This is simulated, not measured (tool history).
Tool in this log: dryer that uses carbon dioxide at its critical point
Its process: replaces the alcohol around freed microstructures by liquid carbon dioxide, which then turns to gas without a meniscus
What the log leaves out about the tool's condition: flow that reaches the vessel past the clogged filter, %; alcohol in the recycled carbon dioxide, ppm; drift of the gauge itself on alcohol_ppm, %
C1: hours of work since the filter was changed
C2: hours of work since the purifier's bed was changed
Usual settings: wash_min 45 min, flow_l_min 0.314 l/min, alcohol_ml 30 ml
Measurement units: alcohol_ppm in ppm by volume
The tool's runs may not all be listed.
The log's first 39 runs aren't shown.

{"run": 40, "hour": 1027.4, "wash_min": 40, "flow_l_min": 0.297, "alcohol_ml": 59, "C1": 100, "C2": 294, "alcohol_ppm": 176}
{"run": 41, "hour": 1046.0, "wash_min": 49, "flow_l_min": 0.283, "alcohol_ml": 75, "C1": 114, "C2": 308, "alcohol_ppm": 123}
{"run": 42, "hour": 1068.1, "wash_min": 70, "flow_l_min": 0.43, "alcohol_ml": 30, "C1": 131, "C2": 325, "alcohol_ppm": 83}
{"run": 43, "hour": 1084.6, "wash_min": 46, "flow_l_min": 0.386, "alcohol_ml": 39, "C1": 143, "C2": 337, "alcohol_ppm": 87}
{"run": 44, "hour": 1102.1, "wash_min": 46, "flow_l_min": 0.386, "alcohol_ml": 39, "C1": 157, "C2": 350, "alcohol_ppm": 85}
{"run": 45, "hour": 1134.2, "wash_min": 46, "flow_l_min": 0.386, "alcohol_ml": 39, "C1": 181, "C2": 375, "alcohol_ppm": 89}
{"run": 46, "hour": 1163.0, "wash_min": 49, "flow_l_min": 0.229, "alcohol_ml": 59, "C1": 203, "C2": 397, "alcohol_ppm": 277}
{"run": 47, "hour": 1193.8, "wash_min": 45, "flow_l_min": 0.411, "alcohol_ml": 21, "C1": 227, "C2": 420, "alcohol_ppm": 102}

Forecast each of these 4 alternatives for the next run:
{"run": "A", "hour": 1212.1, "wash_min": 45, "flow_l_min": 0.411, "alcohol_ml": 76, "C1": 241, "C2": 434, "alcohol_ppm": "?"}
{"run": "B", "hour": 1212.1, "wash_min": 54, "flow_l_min": 0.429, "alcohol_ml": 102, "C1": 241, "C2": 434, "alcohol_ppm": "?"}
{"run": "C", "hour": 1212.1, "wash_min": 39, "flow_l_min": 0.411, "alcohol_ml": 21, "C1": 241, "C2": 434, "alcohol_ppm": "?"}
{"run": "D", "hour": 1212.1, "wash_min": 34, "flow_l_min": 0.397, "alcohol_ml": 40, "C1": 241, "C2": 434, "alcohol_ppm": "?"}

run=A alcohol_ppm=115
run=B alcohol_ppm=91
run=C alcohol_ppm=94
run=D alcohol_ppm=151
Without the tool's hidden state the same runs would have given:
run=A alcohol_ppm=20
run=B alcohol_ppm=0
run=C alcohol_ppm=1
run=D alcohol_ppm=33

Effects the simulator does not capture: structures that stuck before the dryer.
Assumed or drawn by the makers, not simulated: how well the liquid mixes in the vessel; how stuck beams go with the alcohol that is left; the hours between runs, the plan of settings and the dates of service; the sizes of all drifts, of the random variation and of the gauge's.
